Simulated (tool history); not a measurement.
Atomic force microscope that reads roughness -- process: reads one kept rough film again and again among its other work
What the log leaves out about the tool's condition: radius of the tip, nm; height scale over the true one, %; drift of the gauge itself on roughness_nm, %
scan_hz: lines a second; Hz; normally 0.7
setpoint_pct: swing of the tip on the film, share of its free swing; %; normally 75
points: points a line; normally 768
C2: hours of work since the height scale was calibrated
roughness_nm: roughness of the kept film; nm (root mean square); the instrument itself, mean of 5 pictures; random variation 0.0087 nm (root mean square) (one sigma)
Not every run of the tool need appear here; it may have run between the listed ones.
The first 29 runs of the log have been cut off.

run 30 hour=624 | scan_hz=0.66 setpoint_pct=73 points=619 | pictures_with_this_tip=67 C2=23 | roughness_nm=1.877
-- hour=646.9 height scale calibrated on a step standard, once more
run 31 hour=648.5 | scan_hz=0.7 setpoint_pct=82 points=768 | pictures_with_this_tip=117 C2=1 | roughness_nm=1.818
run 32 hour=672.9 | scan_hz=2.924 setpoint_pct=56 points=768 | pictures_with_this_tip=170 C2=17 | roughness_nm=1.806
run 33 hour=695.5 | scan_hz=2.699 setpoint_pct=56 points=768 | pictures_with_this_tip=218 C2=31 | roughness_nm=1.802
run 34 hour=719.8 | scan_hz=2.699 setpoint_pct=56 points=768 | pictures_with_this_tip=271 C2=46 | roughness_nm=1.764
run 35 hour=741.6 | scan_hz=2.178 setpoint_pct=72 points=751 | pictures_with_this_tip=318 C2=60 | roughness_nm=1.646
run 36 hour=759.3 | scan_hz=2.178 setpoint_pct=72 points=751 | pictures_with_this_tip=356 C2=72 | roughness_nm=1.632
-- hour=774 new tip fitted
run 37 hour=779.8 | scan_hz=3.667 setpoint_pct=59 points=768 | pictures_with_this_tip=13 C2=84 | roughness_nm=1.814
run 38 hour=808.2 | scan_hz=0.564 setpoint_pct=59 points=296 | pictures_with_this_tip=74 C2=103 | roughness_nm=1.919
run 39 hour=836.6 | scan_hz=0.7 setpoint_pct=89 points=314 | pictures_with_this_tip=135 C2=121 | roughness_nm=1.764
run 40 hour=857.8 | scan_hz=0.7 setpoint_pct=89 points=314 | pictures_with_this_tip=181 C2=134 | roughness_nm=1.731
run 41 hour=872.1 | scan_hz=0.837 setpoint_pct=70 points=294 | pictures_with_this_tip=212 C2=143 | roughness_nm=1.813
run 42 hour=895.4 | scan_hz=0.837 setpoint_pct=70 points=294 | pictures_with_this_tip=262 C2=158 | roughness_nm=1.785
run 43 hour=917.4 | scan_hz=0.837 setpoint_pct=70 points=294 | pictures_with_this_tip=309 C2=172 | roughness_nm=1.763
run 44 hour=939.5 | scan_hz=1.086 setpoint_pct=66 points=873 | pictures_with_this_tip=357 C2=186 | roughness_nm=1.743
-- hour=952.6 new tip fitted
run 45 hour=952.6 | scan_hz=0.525 setpoint_pct=63 points=351 | pictures_with_this_tip=0 C2=194 | roughness_nm=1.94
run 46 hour=969.8 | scan_hz=1.123 setpoint_pct=75 points=907 | pictures_with_this_tip=37 C2=205 | roughness_nm=1.844
run 47 hour=985.7 | scan_hz=1.123 setpoint_pct=89 points=777 | pictures_with_this_tip=71 C2=215 | roughness_nm=1.716
run 48 hour=1006.9 | scan_hz=1.123 setpoint_pct=89 points=777 | pictures_with_this_tip=117 C2=229 | roughness_nm=1.702
run 49 hour=1033.4 | scan_hz=0.7 setpoint_pct=75 points=449 | pictures_with_this_tip=174 C2=246 | roughness_nm=1.824
run 50 hour=1059.5 | scan_hz=0.7 setpoint_pct=75 points=449 | pictures_with_this_tip=230 C2=263 | roughness_nm=1.8

5 options for the next run, each taken on its own from the tool as it stands now. Forecast them:
run A hour=1080.3 | scan_hz=1.088 setpoint_pct=67 points=655 | pictures_with_this_tip=275 C2=276 | roughness_nm=?
run B hour=1080.3 | scan_hz=2.32 setpoint_pct=75 points=703 | pictures_with_this_tip=275 C2=276 | roughness_nm=?
run C hour=1080.3 | scan_hz=1.68 setpoint_pct=78 points=259 | pictures_with_this_tip=275 C2=276 | roughness_nm=?
run D hour=1080.3 | scan_hz=0.7 setpoint_pct=56 points=449 | pictures_with_this_tip=275 C2=276 | roughness_nm=?
run E hour=1080.3 | scan_hz=1.664 setpoint_pct=90 points=919 | pictures_with_this_tip=275 C2=276 | roughness_nm=?

run=A roughness_nm=1.787
run=B roughness_nm=1.623
run=C roughness_nm=1.641
run=D roughness_nm=1.834
run=E roughness_nm=1.526
Had the tool no hidden state, the same runs would have come out as:
run=A roughness_nm=1.924
run=B roughness_nm=1.747
run=C roughness_nm=1.766
run=D roughness_nm=1.973
run=E roughness_nm=1.642
